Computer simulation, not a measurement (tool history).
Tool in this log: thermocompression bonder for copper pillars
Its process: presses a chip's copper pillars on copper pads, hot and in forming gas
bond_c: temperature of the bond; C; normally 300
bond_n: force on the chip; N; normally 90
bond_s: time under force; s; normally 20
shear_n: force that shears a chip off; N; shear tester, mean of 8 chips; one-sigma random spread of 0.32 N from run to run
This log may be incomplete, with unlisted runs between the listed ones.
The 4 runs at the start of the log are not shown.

run,hour,bond_c,bond_n,bond_s,shear_n
5,37.1,322,90,20,71.7
6,48.6,322,90,20,71.4
7,57.3,322,90,20,71.3
8,68.1,322,90,20,71.2
9,74.5,322,90,20,71.5
10,85.8,322,90,20,71.7
11,94.9,322,90,20,70.7
12,107.3,322,90,24,75.2
13,112.6,322,90,24,74.8
14,118.0,322,90,24,75.8
15,125.9,322,90,24,75.2
16,132.8,322,90,24,74.0
17,138.0,322,90,24,75.2
18,149.7,276,90,20,40.7
# hour 153.1: force cell calibrated
19,160.3,276,90,20,40.4
20,170.1,325,90,20,72.7
21,181.6,325,90,20,72.3
22,191.5,325,90,20,72.7
23,203.4,292,129,14,60.3
24,215.8,280,123,59,80.3
25,225.7,300,121,20,70.3
26,234.3,312,90,30,72.0
# hour 236.1: gauge calibrated
27,242.2,304,112,23,74.4
28,249.6,274,89,26,43.8

What will run 29 give?
29,261.7,317,126,45,?

shear_n: 105.2 N
Were there no unlogged condition in the tool, this run, its random variation unchanged, would have produced shear_n 105.7 N.
